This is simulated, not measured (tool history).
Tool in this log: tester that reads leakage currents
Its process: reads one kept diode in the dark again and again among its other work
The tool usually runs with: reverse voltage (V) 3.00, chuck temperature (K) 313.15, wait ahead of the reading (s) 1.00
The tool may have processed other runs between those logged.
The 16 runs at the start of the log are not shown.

run,hour,reverse voltage (V),chuck temperature (K),wait ahead of the reading (s),hours of work since the probe card was cleaned,hours of work since the tester was calibrated,hours of work since the chuck was calibrated,current that the tester gives (pA)
# hour 711.3: chuck's temperature calibrated
17,718.1,3.00,313.15,1.00,692,1824,5,35.00
18,767.4,3.00,313.15,1.00,728,1860,40,35.14
19,805.3,3.00,313.15,7.37,755,1887,67,35.46
20,857.4,3.00,312.15,1.00,793,1924,105,33.91
21,902.4,3.00,312.15,1.00,825,1957,137,34.51
22,955.5,6.15,299.15,0.63,863,1995,175,24.36
23,1003.1,6.15,299.15,0.63,897,2029,209,24.73
24,1043.4,1.89,294.15,6.70,926,2058,238,8.97
25,1071.6,1.89,294.15,6.70,946,2078,259,8.87
26,1128.0,2.18,294.15,3.09,987,2119,299,10.02
27,1191.6,2.18,294.15,3.09,1032,2164,345,10.23
28,1238.0,1.53,317.15,2.65,1066,2198,378,35.81
29,1277.3,3.00,308.15,1.00,1094,2226,406,29.08
30,1317.5,1.60,313.15,1.00,1123,2255,435,29.11
31,1380.9,1.60,313.15,1.00,1168,2300,481,29.31
32,1410.3,3.00,305.15,1.00,1189,2321,502,25.05
# hour 1453.2: chuck's temperature calibrated
33,1472.7,10.57,309.15,3.67,1233,2365,14,59.60
34,1521.7,1.02,295.15,2.41,1268,2400,49,6.75
35,1553.3,3.00,313.15,2.52,1291,2423,72,37.28
36,1594.8,3.00,313.15,0.91,1320,2452,102,38.14
37,1651.6,15.38,323.15,6.81,1361,2493,142,163.48
38,1717.5,10.36,324.15,0.58,1409,2541,190,144.47
39,1770.3,2.12,295.15,2.32,1447,2578,228,11.37
40,1797.9,2.12,295.15,2.32,1466,2598,247,11.42

Each row is a separate what-if for the run after 40, all from the same tool condition, not one after another. Results?
A,1825.3,3.34,303.15,0.71,1486,2618,267,?
B,1825.3,4.33,313.15,1.54,1486,2618,267,?
C,1825.3,2.12,300.15,0.85,1486,2618,267,?
D,1825.3,6.33,313.15,1.00,1486,2618,267,?

run,current that the tester gives (pA)
A,23.90
B,48.63
C,15.46
D,60.54
Take away the tool's hidden state, keep each run's random variation, and the runs would have read:
run,current that the tester gives (pA)
A,17.24
B,39.22
C,11.18
D,47.27

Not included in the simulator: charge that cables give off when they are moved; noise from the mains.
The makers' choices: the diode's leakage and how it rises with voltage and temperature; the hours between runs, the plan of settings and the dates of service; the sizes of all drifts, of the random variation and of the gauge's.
